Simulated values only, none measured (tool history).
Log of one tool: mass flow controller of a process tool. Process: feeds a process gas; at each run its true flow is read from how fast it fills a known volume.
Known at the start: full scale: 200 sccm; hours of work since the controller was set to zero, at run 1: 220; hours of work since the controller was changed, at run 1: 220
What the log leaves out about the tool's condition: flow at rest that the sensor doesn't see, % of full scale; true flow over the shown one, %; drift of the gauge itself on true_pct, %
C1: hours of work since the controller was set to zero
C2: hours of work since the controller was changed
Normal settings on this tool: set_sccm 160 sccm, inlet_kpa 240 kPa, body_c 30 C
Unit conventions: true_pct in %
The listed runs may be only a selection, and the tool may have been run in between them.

Run 1, hour 0: usual settings; C1 220; C2 220. Result: true_pct 100.5 %.
Run 2, hour 74.7: usual settings; C1 249; C2 249. Result: true_pct 100.46 %.
Run 3, hour 166.8: usual settings but body_c 35 C; C1 285; C2 285. Result: true_pct 100.92 %.
Run 4, hour 248.8: usual settings but inlet_kpa 214 kPa; C1 317; C2 317. Result: true_pct 100.41 %.
Run 5, hour 341.1: usual settings but inlet_kpa 214 kPa; C1 354; C2 354. Result: true_pct 100.43 %.
Run 6, hour 437.9: usual settings but inlet_kpa 214 kPa; C1 391; C2 391. Result: true_pct 100.31 %.
Run 7, hour 508.6: usual settings; C1 419; C2 419. Result: true_pct 100.67 %.
Run 8, hour 595.9: usual settings; C1 453; C2 453. Result: true_pct 100.59 %.
Run 9, hour 649.9: usual settings but inlet_kpa 155 kPa; C1 474; C2 474. Result: true_pct 100.07 %.
Run 10, hour 732.9: usual settings but inlet_kpa 155 kPa; C1 507; C2 507. Result: true_pct 99.98 %.
Run 11, hour 839.2: usual settings but inlet_kpa 155 kPa; C1 548; C2 548. Result: true_pct 99.97 %.
Run 12, hour 892.9: usual settings but inlet_kpa 144 kPa; C1 570; C2 570. Result: true_pct 99.98 %.
Run 13, hour 969: usual settings but inlet_kpa 223 kPa; C1 599; C2 599. Result: true_pct 100.55 %.
Run 14, hour 1017.4: usual settings; C1 618; C2 618. Result: true_pct 100.78 %.
Run 15, hour 1115.4: usual settings; C1 657; C2 657. Result: true_pct 100.69 %.
Run 16, hour 1232: usual settings but inlet_kpa 223 kPa; C1 702; C2 702. Result: true_pct 100.84 %.
Run 17, hour 1284.4: usual settings but inlet_kpa 223 kPa; C1 723; C2 723. Result: true_pct 100.62 %.
Run 18, hour 1390.8: usual settings but inlet_kpa 223 kPa; C1 764; C2 764. Result: true_pct 100.54 %.
Run 19, hour 1500.6: usual settings; C1 807; C2 807. Result: true_pct 100.82 %.
Run 20, hour 1599.9: usual settings; C1 846; C2 846. Result: true_pct 100.83 %.
Run 21, hour 1655.9: usual settings; C1 868; C2 868. Result: true_pct 100.83 %.
Run 22, hour 1725.4: usual settings; C1 895; C2 895. Result: true_pct 100.86 %.
Run 23, hour 1827.3: usual settings but inlet_kpa 169 kPa; C1 935; C2 935. Result: true_pct 100.37 %.
Run 24, hour 1925.9: usual settings but inlet_kpa 169 kPa; C1 974; C2 974. Result: true_pct 100.33 %.
Run 25, hour 2030.9: usual settings but set_sccm 185 sccm, inlet_kpa 184 kPa, body_c 27 C; C1 1015; C2 1015. Result: true_pct 100.52 %.
Run 26, hour 2135.7: usual settings but set_sccm 185 sccm, inlet_kpa 184 kPa, body_c 27 C; C1 1056; C2 1056. Result: true_pct 100.51 %.
Run 27, hour 2254.9: usual settings but set_sccm 21 sccm, inlet_kpa 261 kPa, body_c 34 C; C1 1102; C2 1102. Result: true_pct 97.39 %.
Run 28, hour 2308.9: usual settings but set_sccm 21 sccm, inlet_kpa 261 kPa, body_c 34 C; C1 1124; C2 1124. Result: true_pct 97.32 %.
Run 29, hour 2365.3: usual settings but set_sccm 21 sccm, inlet_kpa 261 kPa, body_c 34 C; C1 1146; C2 1146. Result: true_pct 97.28 %.
Run 30, hour 2444.3: usual settings but set_sccm 21 sccm, inlet_kpa 261 kPa, body_c 34 C; C1 1177; C2 1177. Result: true_pct 97.3 %.
Run 31, hour 2518.6: usual settings but set_sccm 29 sccm, inlet_kpa 166 kPa, body_c 31 C; C1 1206; C2 1206. Result: true_pct 97.24 %.
Run 32, hour 2587.3: usual settings but body_c 28 C; C1 1233; C2 1233. Result: true_pct 100.84 %.
Run 33, hour 2643.1: usual settings but body_c 28 C; C1 1254; C2 1254. Result: true_pct 100.84 %.
Run 34, hour 2719: usual settings but inlet_kpa 234 kPa; C1 1284; C2 1284. Result: true_pct 101.13 %.
Run 35, hour 2836.2: usual settings but set_sccm 188 sccm, inlet_kpa 229 kPa; C1 1330; C2 1330. Result: true_pct 101.32 %.
Run 36, hour 2944.8: usual settings but set_sccm 188 sccm, inlet_kpa 229 kPa; C1 1372; C2 1372. Result: true_pct 101.35 %.
Run 37, hour 3054.4: usual settings but set_sccm 109 sccm, inlet_kpa 229 kPa, body_c 37 C; C1 1415; C2 1415. Result: true_pct 101.08 %.
Run 38, hour 3154.8: usual settings but set_sccm 66 sccm, inlet_kpa 150 kPa; C1 1455; C2 1455. Result: true_pct 98.84 %.
Run 39, hour 3220.2: usual settings but set_sccm 32 sccm, inlet_kpa 220 kPa; C1 1480; C2 1480. Result: true_pct 97.58 %.
Run 40, hour 3293.6: usual settings but inlet_kpa 258 kPa; C1 1509; C2 1509. Result: true_pct 101.26 %.
Run 41, hour 3390.9: usual settings but set_sccm 135 sccm, inlet_kpa 258 kPa; C1 1547; C2 1547. Result: true_pct 100.99 %.
Run 42, hour 3448.1: usual settings but set_sccm 135 sccm, inlet_kpa 258 kPa, body_c 25 C; C1 1569; C2 1569. Result: true_pct 100.64 %.
Run 43, hour 3564.5: usual settings but set_sccm 20 sccm, inlet_kpa 181 kPa; C1 1615; C2 1615. Result: true_pct 95.02 %.
Run 44, hour 3648.5: usual settings but set_sccm 23 sccm, inlet_kpa 228 kPa, body_c 23 C; C1 1648; C2 1648. Result: true_pct 95.4 %.
Run 45, hour 3721.2: usual settings but set_sccm 31 sccm, inlet_kpa 223 kPa, body_c 31 C; C1 1676; C2 1676. Result: true_pct 97.33 %.
Run 46, hour 3797.1: usual settings but set_sccm 37 sccm, inlet_kpa 229 kPa, body_c 34 C; C1 1706; C2 1706. Result: true_pct 98.41 %.
Run 47, hour 3868.4: usual settings but set_sccm 133 sccm, body_c 22 C; C1 1734; C2 1734. Result: true_pct 100.34 %.
Run 48, hour 3934: usual settings but set_sccm 133 sccm, body_c 22 C; C1 1760; C2 1760. Result: true_pct 100.41 %.

Predict each of these 4 candidate next runs independently; none follows another, all start after run 48:
Run A, hour 4053.2: usual settings but set_sccm 68 sccm, inlet_kpa 157 kPa, body_c 28 C; C1 1806; C2 1806. Result: true_pct ?.
Run B, hour 4053.2: usual settings but body_c 31 C; C1 1806; C2 1806. Result: true_pct ?.
Run C, hour 4053.2: usual settings but inlet_kpa 143 kPa, body_c 24 C; C1 1806; C2 1806. Result: true_pct ?.
Run D, hour 4053.2: usual settings but set_sccm 27 sccm, inlet_kpa 166 kPa; C1 1806; C2 1806. Result: true_pct ?.

run  true_pct
  A     98.89
  B    101.41
  C    100.13
  D     96.07
What these runs would have given with no unlogged condition in the tool:
run  true_pct
  A      98.9
  B    100.42
  C     99.14
  D     98.74
